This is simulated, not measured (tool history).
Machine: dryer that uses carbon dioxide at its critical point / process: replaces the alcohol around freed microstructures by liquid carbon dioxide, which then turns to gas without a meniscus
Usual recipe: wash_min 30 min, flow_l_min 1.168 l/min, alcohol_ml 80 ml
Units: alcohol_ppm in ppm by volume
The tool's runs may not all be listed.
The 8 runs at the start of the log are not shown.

run   hour  wash_min  flow_l_min  alcohol_ml  alcohol_ppm
  9  132.9        30       1.168          87           44
 10  148.2        30       1.168          87           36
 11  169.4        30       1.168          97           45
 12    181        30       1.168          97           43
 13  203.4        30       1.168          97           44
 14  215.1        30       1.168          80           47
 15  234.1        30        1.39          80           24
 16    244        30        1.39          80           22
 17  259.9        30        1.39          80           31
 18  277.7        30        1.39          80           22
 19  287.3        30        1.39          80           35
 20  296.6        45       1.168          80           26
 21  309.9        30       1.168          80           51
 22  323.7        30       1.168          49           39
 23  336.8        44       1.168          80           28
 24  356.5        44       1.168          80           26
 25  365.8        44       1.168          80           29
 26  384.6        32        0.94          80           92
 27  403.1        27        0.94         116          280
 28  415.5        45        1.79         105           31

What does the tool deliver on the next run?
 29  427.2        26        0.91          53            ?

{"run 29": {"alcohol_ppm": 202}}
With the hidden condition absent and the run-to-run variation left alone, this run would have shown alcohol_ppm 121 ppm by volume.
